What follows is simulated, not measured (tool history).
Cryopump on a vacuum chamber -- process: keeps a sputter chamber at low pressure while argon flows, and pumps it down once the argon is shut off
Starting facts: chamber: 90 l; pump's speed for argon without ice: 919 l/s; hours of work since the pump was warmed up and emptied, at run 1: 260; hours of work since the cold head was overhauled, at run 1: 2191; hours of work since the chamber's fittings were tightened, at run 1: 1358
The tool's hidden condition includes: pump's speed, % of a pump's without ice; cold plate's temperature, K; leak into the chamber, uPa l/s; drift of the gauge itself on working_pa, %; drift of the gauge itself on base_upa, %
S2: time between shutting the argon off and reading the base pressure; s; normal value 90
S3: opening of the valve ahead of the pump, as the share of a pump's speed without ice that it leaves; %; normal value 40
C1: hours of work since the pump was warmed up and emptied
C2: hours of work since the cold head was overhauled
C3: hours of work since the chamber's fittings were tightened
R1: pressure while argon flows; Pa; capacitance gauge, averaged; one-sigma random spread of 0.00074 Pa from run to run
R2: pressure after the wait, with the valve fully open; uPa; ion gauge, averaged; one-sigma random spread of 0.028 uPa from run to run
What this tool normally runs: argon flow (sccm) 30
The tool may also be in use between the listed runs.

{"run": 1, "hour": 0.0, "argon flow (sccm)": 30, "S2": 90, "S3": 40, "C1": 260, "C2": 2191, "C3": 1358, "R1": 0.1526, "R2": 3.65}
{"run": 2, "hour": 94.9, "argon flow (sccm)": 30, "S2": 90, "S3": 40, "C1": 344, "C2": 2274, "C3": 1442, "R1": 0.1572, "R2": 4.03}
{"run": 3, "hour": 164.6, "argon flow (sccm)": 30, "S2": 90, "S3": 17, "C1": 405, "C2": 2336, "C3": 1503, "R1": 0.3472, "R2": 4.17}
{"hour": 186.7, "done": "pump warmed up, emptied and cooled again"}
{"run": 4, "hour": 211.3, "argon flow (sccm)": 30, "S2": 90, "S3": 40, "C1": 22, "C2": 2372, "C3": 1540, "R1": 0.1398, "R2": 3.65}
{"run": 5, "hour": 282.9, "argon flow (sccm)": 30, "S2": 90, "S3": 40, "C1": 85, "C2": 2435, "C3": 1603, "R1": 0.142, "R2": 3.65}
{"run": 6, "hour": 366.3, "argon flow (sccm)": 30, "S2": 90, "S3": 40, "C1": 158, "C2": 2509, "C3": 1676, "R1": 0.145, "R2": 3.81}
{"run": 7, "hour": 449.2, "argon flow (sccm)": 30, "S2": 271, "S3": 40, "C1": 231, "C2": 2582, "C3": 1749, "R1": 0.1473, "R2": 3.51}
{"run": 8, "hour": 512.4, "argon flow (sccm)": 30, "S2": 271, "S3": 40, "C1": 287, "C2": 2637, "C3": 1805, "R1": 0.1502, "R2": 3.79}
{"run": 9, "hour": 573.0, "argon flow (sccm)": 30, "S2": 90, "S3": 40, "C1": 340, "C2": 2691, "C3": 1858, "R1": 0.1532, "R2": 4.55}
{"run": 10, "hour": 620.5, "argon flow (sccm)": 30, "S2": 90, "S3": 40, "C1": 382, "C2": 2733, "C3": 1900, "R1": 0.1555, "R2": 4.71}
{"hour": 672.7, "done": "pump warmed up, emptied and cooled again"}
{"run": 11, "hour": 676.5, "argon flow (sccm)": 30, "S2": 90, "S3": 40, "C1": 3, "C2": 2778, "C3": 1945, "R1": 0.1402, "R2": 4.12}
{"run": 12, "hour": 748.9, "argon flow (sccm)": 30, "S2": 90, "S3": 40, "C1": 67, "C2": 2841, "C3": 2009, "R1": 0.1425, "R2": 4.19}
{"run": 13, "hour": 816.5, "argon flow (sccm)": 30, "S2": 90, "S3": 40, "C1": 127, "C2": 2901, "C3": 2068, "R1": 0.1448, "R2": 4.45}
{"run": 14, "hour": 880.7, "argon flow (sccm)": 30, "S2": 138, "S3": 18, "C1": 183, "C2": 2957, "C3": 2125, "R1": 0.3149, "R2": 4.3}
{"run": 15, "hour": 945.8, "argon flow (sccm)": 30, "S2": 138, "S3": 18, "C1": 241, "C2": 3015, "C3": 2182, "R1": 0.3192, "R2": 4.63}
{"hour": 995.0, "done": "leaking fittings of the chamber tightened, without venting"}
{"run": 16, "hour": 1039.7, "argon flow (sccm)": 30, "S2": 138, "S3": 18, "C1": 321, "C2": 3096, "C3": 39, "R1": 0.3227, "R2": 1.27}
{"run": 17, "hour": 1132.2, "argon flow (sccm)": 30, "S2": 138, "S3": 18, "C1": 403, "C2": 3177, "C3": 121, "R1": 0.3254, "R2": 1.46}
{"hour": 1156.0, "done": "pump warmed up, emptied and cooled again"}
{"run": 18, "hour": 1222.6, "argon flow (sccm)": 31, "S2": 38, "S3": 26, "C1": 59, "C2": 3252, "C3": 196, "R1": 0.224, "R2": 2.99}
{"run": 19, "hour": 1280.6, "argon flow (sccm)": 58, "S2": 52, "S3": 26, "C1": 110, "C2": 3303, "C3": 247, "R1": 0.4228, "R2": 2.45}
{"run": 20, "hour": 1351.1, "argon flow (sccm)": 30, "S2": 55, "S3": 40, "C1": 172, "C2": 3365, "C3": 309, "R1": 0.1464, "R2": 2.52}
{"run": 21, "hour": 1399.2, "argon flow (sccm)": 14, "S2": 65, "S3": 21, "C1": 214, "C2": 3408, "C3": 352, "R1": 0.1275, "R2": 2.45}
{"run": 22, "hour": 1468.8, "argon flow (sccm)": 42, "S2": 65, "S3": 17, "C1": 275, "C2": 3469, "C3": 413, "R1": 0.4734, "R2": 2.5}
{"run": 23, "hour": 1523.3, "argon flow (sccm)": 35, "S2": 51, "S3": 40, "C1": 323, "C2": 3517, "C3": 461, "R1": 0.1784, "R2": 3.12}
{"run": 24, "hour": 1600.0, "argon flow (sccm)": 33, "S2": 60, "S3": 54, "C1": 391, "C2": 3585, "C3": 528, "R1": 0.1335, "R2": 2.98}
{"hour": 1642.9, "done": "pump warmed up, emptied and cooled again"}
{"run": 25, "hour": 1687.8, "argon flow (sccm)": 33, "S2": 60, "S3": 17, "C1": 39, "C2": 3657, "C3": 601, "R1": 0.3605, "R2": 2.73}
{"run": 26, "hour": 1742.5, "argon flow (sccm)": 33, "S2": 60, "S3": 17, "C1": 88, "C2": 3706, "C3": 649, "R1": 0.3619, "R2": 2.83}

What differs in the tool's unlogged condition from the final listed run ahead of each entry between runs to the first listed run following it?
Between runs 3 and 4: pump warmed up, emptied and cooled again (hour 186.7)
  pump's speed, % of a pump's without ice: 72.6 -> 98.6; cold plate's temperature, K: 13.02 -> 13.04; leak into the chamber, uPa l/s: 2162 -> 2209
  what was measured, less what the result would be without the hidden state, R1: +0.0225 -> +0.0020 Pa; R2: +2.91 -> +2.26 uPa
Between runs 10 and 11: pump warmed up, emptied and cooled again (hour 672.7)
  pump's speed, % of a pump's without ice: 77.2 -> 99; cold plate's temperature, K: 13.19 -> 13.21; leak into the chamber, uPa l/s: 2668 -> 2730
  what was measured, less what the result would be without the hidden state, R1: +0.0180 -> +0.0019 Pa; R2: +3.46 -> +2.79 uPa
Between runs 15 and 16: leaking fittings of the chamber tightened, without venting (hour 995.0)
  pump's speed, % of a pump's without ice: 84.7 -> 80; cold plate's temperature, K: 13.31 -> 13.34; leak into the chamber, uPa l/s: 3017 -> 452
  what was measured, less what the result would be without the hidden state, R1: +0.0118 -> +0.0157 Pa; R2: +3.70 -> +0.30 uPa
Between runs 17 and 18: pump warmed up, emptied and cooled again (hour 1156.0)
  pump's speed, % of a pump's without ice: 75.3 -> 96.1; cold plate's temperature, K: 13.38 -> 13.41; leak into the chamber, uPa l/s: 549 -> 643
  what was measured, less what the result would be without the hidden state, R1: +0.0201 -> +0.0040 Pa; R2: +0.50 -> +0.42 uPa
Between runs 24 and 25: pump warmed up, emptied and cooled again (hour 1642.9)
  pump's speed, % of a pump's without ice: 76.3 -> 97.1; cold plate's temperature, K: 13.55 -> 13.58; leak into the chamber, uPa l/s: 1061 -> 1153
  what was measured, less what the result would be without the hidden state, R1: +0.0213 -> +0.0039 Pa; R2: +1.23 -> +0.99 uPa

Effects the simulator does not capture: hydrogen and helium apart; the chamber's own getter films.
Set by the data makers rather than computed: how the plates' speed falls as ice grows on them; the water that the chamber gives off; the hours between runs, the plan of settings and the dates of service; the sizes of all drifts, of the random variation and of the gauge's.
